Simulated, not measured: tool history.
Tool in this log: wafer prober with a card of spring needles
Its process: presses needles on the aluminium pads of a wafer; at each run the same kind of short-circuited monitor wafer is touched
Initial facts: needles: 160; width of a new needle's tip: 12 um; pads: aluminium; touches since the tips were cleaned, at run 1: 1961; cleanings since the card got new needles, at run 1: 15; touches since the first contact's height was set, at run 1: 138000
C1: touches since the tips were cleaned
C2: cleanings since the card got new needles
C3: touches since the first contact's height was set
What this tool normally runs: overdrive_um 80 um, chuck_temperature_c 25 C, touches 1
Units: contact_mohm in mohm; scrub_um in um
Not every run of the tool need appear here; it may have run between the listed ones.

Run 1, day 0.000: usual settings; C1 1961; C2 15; C3 138000. Result: contact_mohm 190 mohm, scrub_um 14.05 um.
Run 2, day 0.546: usual settings; C1 4205; C2 15; C3 140244. Result: contact_mohm 214 mohm, scrub_um 14.06 um.
Run 3, day 1.167: usual settings; C1 6763; C2 15; C3 142802. Result: contact_mohm 227 mohm, scrub_um 14.05 um.
At day 1.508: tips cleaned on abrasive film.
Run 4, day 1.925: usual settings; C1 1717; C2 16; C3 145904. Result: contact_mohm 178 mohm, scrub_um 14.02 um.
Run 5, day 2.642: usual settings; C1 4660; C2 16; C3 148847. Result: contact_mohm 215 mohm, scrub_um 14.05 um.
Run 6, day 3.462: usual settings; C1 8052; C2 16; C3 152239. Result: contact_mohm 228 mohm, scrub_um 13.95 um.
At day 3.554: tips cleaned on abrasive film.
Run 7, day 4.008: usual settings; C1 1871; C2 17; C3 154466. Result: contact_mohm 185 mohm, scrub_um 13.98 um.
Run 8, day 4.742: usual settings; C1 4890; C2 17; C3 157485. Result: contact_mohm 216 mohm, scrub_um 14.02 um.
Run 9, day 5.250: usual settings; C1 6982; C2 17; C3 159577. Result: contact_mohm 222 mohm, scrub_um 14.03 um.
At day 5.567: tips cleaned on abrasive film.
Run 10, day 6.142: usual settings; C1 2368; C2 18; C3 163220. Result: contact_mohm 191 mohm, scrub_um 13.99 um.
Run 11, day 6.862: usual settings but overdrive_um 61 um; C1 5335; C2 18; C3 166187. Result: contact_mohm 279 mohm, scrub_um 10.56 um.
Run 12, day 7.279: usual settings but chuck_temperature_c 34 C; C1 7051; C2 18; C3 167903. Result: contact_mohm 226 mohm, scrub_um 14.00 um.
At day 7.550: tips cleaned on abrasive film.
Run 13, day 8.242: usual settings but chuck_temperature_c 34 C; C1 2858; C2 19; C3 171860. Result: contact_mohm 202 mohm, scrub_um 14.03 um.
Run 14, day 8.838: usual settings but chuck_temperature_c 34 C; C1 5310; C2 19; C3 174312. Result: contact_mohm 220 mohm, scrub_um 13.99 um.
Run 15, day 9.492: usual settings but chuck_temperature_c 34 C; C1 8002; C2 19; C3 177004. Result: contact_mohm 229 mohm, scrub_um 14.01 um.
At day 9.579: tips cleaned on abrasive film.
Run 16, day 10.512: usual settings but chuck_temperature_c 34 C; C1 3850; C2 20; C3 181190. Result: contact_mohm 213 mohm, scrub_um 13.93 um.
Run 17, day 10.975: usual settings; C1 5737; C2 20; C3 183077. Result: contact_mohm 221 mohm, scrub_um 13.98 um.
At day 11.567: tips cleaned on abrasive film.
Run 18, day 11.900: usual settings but touches 2; C1 1379; C2 21; C3 186883. Result: contact_mohm 153 mohm, scrub_um 14.03 um.
Run 19, day 12.542: usual settings but overdrive_um 69 um, chuck_temperature_c 26 C, touches 2; C1 4020; C2 21; C3 189524. Result: contact_mohm 193 mohm, scrub_um 12.03 um.
At day 13.550: tips cleaned on abrasive film.
Run 20, day 13.550: usual settings but overdrive_um 62 um, chuck_temperature_c 26 C; C1 0; C2 22; C3 193643. Result: contact_mohm 137 mohm, scrub_um 10.75 um.
Run 21, day 14.167: usual settings but overdrive_um 65 um, chuck_temperature_c 26 C; C1 2538; C2 22; C3 196181. Result: contact_mohm 221 mohm, scrub_um 11.24 um.
Run 22, day 14.817: usual settings but overdrive_um 65 um, chuck_temperature_c 26 C; C1 5215; C2 22; C3 198858. Result: contact_mohm 258 mohm, scrub_um 11.28 um.
At day 15.179: height of the first contact set anew.
Run 23, day 15.367: usual settings but chuck_temperature_c 48 C; C1 7436; C2 22; C3 777. Result: contact_mohm 226 mohm, scrub_um 14.31 um.
At day 15.546: tips cleaned on abrasive film.
Run 24, day 16.250: usual settings but overdrive_um 68 um; C1 2911; C2 23; C3 4399. Result: contact_mohm 219 mohm, scrub_um 12.13 um.
Run 25, day 17.233: usual settings but overdrive_um 89 um, chuck_temperature_c 28 C, touches 2; C1 6943; C2 23; C3 8431. Result: contact_mohm 173 mohm, scrub_um 15.88 um.
At day 17.542: tips cleaned on abrasive film.
Run 26, day 17.725: usual settings but overdrive_um 81 um, chuck_temperature_c 43 C, touches 2; C1 746; C2 24; C3 10440. Result: contact_mohm 144 mohm, scrub_um 14.40 um.
Run 27, day 18.696: usual settings but overdrive_um 72 um, chuck_temperature_c 89 C, touches 2; C1 4751; C2 24; C3 14445. Result: contact_mohm 193 mohm, scrub_um 12.74 um.
Run 28, day 19.442: usual settings but overdrive_um 74 um, chuck_temperature_c 37 C, touches 2; C1 7810; C2 24; C3 17504. Result: contact_mohm 197 mohm, scrub_um 13.15 um.
At day 19.583: tips cleaned on abrasive film.
Run 29, day 19.967: usual settings but overdrive_um 73 um, chuck_temperature_c 42 C; C1 1569; C2 25; C3 19647. Result: contact_mohm 183 mohm, scrub_um 12.95 um.
Run 30, day 20.725: usual settings but overdrive_um 73 um, chuck_temperature_c 91 C; C1 4691; C2 25; C3 22769. Result: contact_mohm 230 mohm, scrub_um 13.01 um.
At day 21.596: tips cleaned on abrasive film.
Run 31, day 21.654: usual settings but overdrive_um 74 um; C1 239; C2 26; C3 26583. Result: contact_mohm 144 mohm, scrub_um 13.10 um.
Run 32, day 22.404: usual settings but overdrive_um 74 um; C1 3324; C2 26; C3 29668. Result: contact_mohm 210 mohm, scrub_um 13.17 um.
Run 33, day 23.258: usual settings but chuck_temperature_c 107 C; C1 6840; C2 26; C3 33184. Result: contact_mohm 227 mohm, scrub_um 14.22 um.
At day 23.625: tips cleaned on abrasive film.
Run 34, day 24.283: usual settings but chuck_temperature_c 107 C; C1 2716; C2 27; C3 37394. Result: contact_mohm 195 mohm, scrub_um 14.21 um.

Hidden condition of the tool, last listed run before each entry between runs versus first listed run after:
Between runs 3 and 4: tips cleaned on abrasive film (day 1.508)
  debris on the tips, nm: 181.7 -> 93.2; way that the needles fall short of the set height, um: 1.3 -> 1.38; tips' diameter, um: 12.46 -> 12.48
  measured result minus the result with no hidden state, contact_mohm: +102 -> +52 mohm; scrub_um: -0.23 -> -0.25 um
Between runs 6 and 7: tips cleaned on abrasive film (day 3.554)
  debris on the tips, nm: 184.4 -> 104.2; way that the needles fall short of the set height, um: 1.38 -> 1.44; tips' diameter, um: 12.48 -> 12.5
  measured result minus the result with no hidden state, contact_mohm: +103 -> +59 mohm; scrub_um: -0.25 -> -0.25 um
Between runs 9 and 10: tips cleaned on abrasive film (day 5.567)
  debris on the tips, nm: 180 -> 119.8; way that the needles fall short of the set height, um: 1.44 -> 1.52; tips' diameter, um: 12.5 -> 12.53
  measured result minus the result with no hidden state, contact_mohm: +100 -> +67 mohm; scrub_um: -0.26 -> -0.27 um
Between runs 12 and 13: tips cleaned on abrasive film (day 7.550)
  debris on the tips, nm: 180.6 -> 133.4; way that the needles fall short of the set height, um: 1.52 -> 1.61; tips' diameter, um: 12.53 -> 12.56
  measured result minus the result with no hidden state, contact_mohm: +100 -> +75 mohm; scrub_um: -0.27 -> -0.29 um
Between runs 15 and 16: tips cleaned on abrasive film (day 9.579)
  debris on the tips, nm: 185.4 -> 148.4; way that the needles fall short of the set height, um: 1.61 -> 1.69; tips' diameter, um: 12.56 -> 12.59
  measured result minus the result with no hidden state, contact_mohm: +104 -> +85 mohm; scrub_um: -0.29 -> -0.30 um
Between runs 17 and 18: tips cleaned on abrasive film (day 11.567)
  debris on the tips, nm: 170.2 -> 79.2; way that the needles fall short of the set height, um: 1.69 -> 1.79; tips' diameter, um: 12.59 -> 12.63
  measured result minus the result with no hidden state, contact_mohm: +97 -> +28 mohm; scrub_um: -0.30 -> -0.32 um
Between runs 19 and 20: tips cleaned on abrasive film (day 13.550)
  debris on the tips, nm: 148.6 -> 9.9; way that the needles fall short of the set height, um: 1.79 -> 1.85; tips' diameter, um: 12.63 -> 12.65
  measured result minus the result with no hidden state, contact_mohm: +67 -> +10 mohm; scrub_um: -0.32 -> -0.33 um
Between runs 22 and 23: height of the first contact set anew (day 15.179)
  debris on the tips, nm: 165.4 -> 181; way that the needles fall short of the set height, um: 1.85 -> 0
  measured result minus the result with no hidden state, contact_mohm: +133 -> +97 mohm; scrub_um: -0.33 -> +0.00 um
Between runs 23 and 24: tips cleaned on abrasive film (day 15.546)
  debris on the tips, nm: 181 -> 130.7; way that the needles fall short of the set height, um: 0 -> 0.08; tips' diameter, um: 12.65 -> 12.68
  measured result minus the result with no hidden state, contact_mohm: +97 -> +94 mohm; scrub_um: +0.00 -> -0.01 um
Between runs 25 and 26: tips cleaned on abrasive film (day 17.542)
  debris on the tips, nm: 178.9 -> 51.8; way that the needles fall short of the set height, um: 0.08 -> 0.16; tips' diameter, um: 12.68 -> 12.71
  measured result minus the result with no hidden state, contact_mohm: +49 -> +17 mohm; scrub_um: -0.01 -> -0.03 um
Between runs 28 and 29: tips cleaned on abrasive film (day 19.583)
  debris on the tips, nm: 184 -> 90.6; way that the needles fall short of the set height, um: 0.16 -> 0.25; tips' diameter, um: 12.71 -> 12.74
  measured result minus the result with no hidden state, contact_mohm: +69 -> +57 mohm; scrub_um: -0.03 -> -0.04 um
Between runs 30 and 31: tips cleaned on abrasive film (day 21.596)
  debris on the tips, nm: 161.4 -> 31; way that the needles fall short of the set height, um: 0.25 -> 0.35; tips' diameter, um: 12.74 -> 12.77
  measured result minus the result with no hidden state, contact_mohm: +95 -> +20 mohm; scrub_um: -0.04 -> -0.06 um
Between runs 33 and 34: tips cleaned on abrasive film (day 23.625)
  debris on the tips, nm: 178.1 -> 118.2; way that the needles fall short of the set height, um: 0.35 -> 0.44; tips' diameter, um: 12.77 -> 12.8
  measured result minus the result with no hidden state, contact_mohm: +89 -> +58 mohm; scrub_um: -0.06 -> -0.07 um
